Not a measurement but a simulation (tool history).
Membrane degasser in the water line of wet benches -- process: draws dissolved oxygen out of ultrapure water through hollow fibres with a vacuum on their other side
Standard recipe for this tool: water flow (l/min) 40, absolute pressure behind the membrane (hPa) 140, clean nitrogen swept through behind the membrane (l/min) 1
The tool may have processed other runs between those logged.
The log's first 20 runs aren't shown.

| run | hour | water flow (l/min) | absolute pressure behind the membrane (hPa) | clean nitrogen swept through behind the membrane (l/min) | hours since the membrane was changed | hours since the vacuum gauge was calibrated | hours since the vacuum lines were made tight | dissolved oxygen in the water behind the degasser (ppb) | pressure that the water loses in the fibres (hPa) |
|---|---|---|---|---|---|---|---|---|---|
| 21 | 1115 | 57 | 140 | 2.31 | 3790 | 5063 | 2197 | 556.3 | 652.2 |
| 22 | 1188.1 | 57 | 90 | 1 | 3863 | 5136 | 2270 | 586.1 | 650.6 |
| 23 | 1250.4 | 42 | 140 | 1 | 3926 | 5198 | 2332 | 831.1 | 478.3 |
| 24 | 1328.6 | 53 | 140 | 1 | 4004 | 5276 | 2410 | 985.3 | 607 |
| 25 | 1404.8 | 53 | 324 | 2.45 | 4080 | 5353 | 2486 | 1218.6 | 609.4 |
| 26 | 1463.4 | 53 | 324 | 2.45 | 4139 | 5411 | 2545 | 1215.7 | 609.8 |
| 27 | 1534.8 | 27 | 217 | 1.4 | 4210 | 5482 | 2616 | 740.3 | 308.6 |
| 28 | 1577.8 | 40 | 333 | 1 | 4253 | 5525 | 2659 | 1938 | 458.2 |
| 29 | 1655.5 | 40 | 333 | 1 | 4331 | 5603 | 2737 | 1938.3 | 457.6 |
| 30 | 1695.1 | 59 | 298 | 0.6 | 4370 | 5643 | 2777 | 3014 | 674.5 |
| 31 | 1759.2 | 59 | 298 | 0.6 | 4434 | 5707 | 2841 | 2994.2 | 674.1 |
| 32 | 1829.3 | 40 | 109 | 1 | 4505 | 5777 | 2911 | 585.6 | 457.2 |
| 33 | 1871.7 | 40 | 140 | 1.47 | 4547 | 5819 | 2953 | 596.1 | 457.1 |

Consider 3 possible next runs. They are alternatives, not a sequence: every one starts from the tool as it was left by run 33. What does each give?
| A | 1912.9 | 48 | 123 | 1.84 | 4588 | 5861 | 2994 | ? | ? |
| B | 1912.9 | 37 | 85 | 1.87 | 4588 | 5861 | 2994 | ? | ? |
| C | 1912.9 | 48 | 197 | 1.02 | 4588 | 5861 | 2994 | ? | ? |

| run | dissolved oxygen in the water behind the degasser (ppb) | pressure that the water loses in the fibres (hPa) |
|---|---|---|
| A | 495.1 | 548.2 |
| B | 232 | 425 |
| C | 1310 | 549.8 |
Without the tool's hidden state the same runs would have given:
| run | dissolved oxygen in the water behind the degasser (ppb) | pressure that the water loses in the fibres (hPa) |
|---|---|---|
| A | 494.1 | 547.4 |
| B | 231.2 | 424.4 |
| C | 1308.8 | 549 |
